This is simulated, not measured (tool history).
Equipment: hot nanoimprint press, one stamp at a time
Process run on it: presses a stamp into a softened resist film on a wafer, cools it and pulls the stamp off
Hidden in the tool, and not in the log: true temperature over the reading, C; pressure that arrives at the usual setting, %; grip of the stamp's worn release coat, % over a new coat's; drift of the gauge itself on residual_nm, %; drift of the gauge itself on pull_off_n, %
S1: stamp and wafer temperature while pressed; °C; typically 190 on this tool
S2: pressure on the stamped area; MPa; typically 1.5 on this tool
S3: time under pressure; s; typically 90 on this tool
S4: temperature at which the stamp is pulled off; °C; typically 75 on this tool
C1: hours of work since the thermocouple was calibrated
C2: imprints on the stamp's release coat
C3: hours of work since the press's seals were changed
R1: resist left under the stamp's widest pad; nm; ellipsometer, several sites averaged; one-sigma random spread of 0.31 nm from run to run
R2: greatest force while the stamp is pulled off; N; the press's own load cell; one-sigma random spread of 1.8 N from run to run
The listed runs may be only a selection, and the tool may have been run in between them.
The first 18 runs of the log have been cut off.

-- hour=928.4 stamp cleaned and given a new release coat
run 19 hour=989.2 | S1=187 S2=1.1 S3=99 S4=62 | C1=319 C2=166 C3=227 | R1=223.7 R2=248
run 20 hour=1024.4 | S1=190 S2=1.5 S3=120 S4=77 | C1=344 C2=261 C3=252 | R1=168.5 R2=179
run 21 hour=1093.1 | S1=181 S2=1.5 S3=90 S4=75 | C1=394 C2=448 C3=302 | R1=237.5 R2=197
run 22 hour=1157.6 | S1=181 S2=1.5 S3=90 S4=75 | C1=441 C2=623 C3=349 | R1=237.3 R2=198
run 23 hour=1218.4 | S1=190 S2=1.5 S3=109 S4=75 | C1=485 C2=788 C3=393 | R1=173.6 R2=203
-- hour=1231 stamp cleaned and given a new release coat
run 24 hour=1290.4 | S1=181 S2=1.01 S3=90 S4=75 | C1=533 C2=161 C3=441 | R1=268.1 R2=186
-- hour=1313.2 plate thermocouple calibrated
run 25 hour=1327.5 | S1=190 S2=1.16 S3=154 S4=61 | C1=10 C2=254 C3=466 | R1=179.3 R2=259
run 26 hour=1405.9 | S1=190 S2=1.5 S3=90 S4=75 | C1=67 C2=467 C3=523 | R1=190.2 R2=199
run 27 hour=1440.3 | S1=182 S2=1.22 S3=90 S4=75 | C1=92 C2=560 C3=548 | R1=253.5 R2=199
run 28 hour=1473.3 | S1=182 S2=1.22 S3=90 S4=75 | C1=116 C2=650 C3=572 | R1=252.5 R2=203
-- hour=1505.9 press's hydraulic seals changed and the load cell set to zero
run 29 hour=1519.6 | S1=183 S2=0.91 S3=78 S4=68 | C1=144 C2=754 C3=10 | R1=275.3 R2=243
-- hour=1544.8 stamp cleaned and given a new release coat
run 30 hour=1566.7 | S1=183 S2=1.82 S3=157 S4=82 | C1=174 C2=59 C3=40 | R1=175.9 R2=151

Forecast each of these 4 alternatives for the next run:
run A hour=1643.6 | S1=194 S2=1.34 S3=90 S4=69 | C1=230 C2=268 C3=96 | R1=? R2=?
run B hour=1643.6 | S1=190 S2=1.5 S3=48 S4=75 | C1=230 C2=268 C3=96 | R1=? R2=?
run C hour=1643.6 | S1=183 S2=2.09 S3=157 S4=74 | C1=230 C2=268 C3=96 | R1=? R2=?
run D hour=1643.6 | S1=186 S2=2.12 S3=48 S4=82 | C1=230 C2=268 C3=96 | R1=? R2=?

run=A R1=173.5 R2=220
run=B R1=223.4 R2=193
run=C R1=163.8 R2=195
run=D R1=216.9 R2=154
Without the tool's unlogged condition, the same runs would have read:
run=A R1=176.8 R2=216
run=B R1=226.8 R2=191
run=C R1=167.2 R2=192
run=D R1=220.4 R2=153
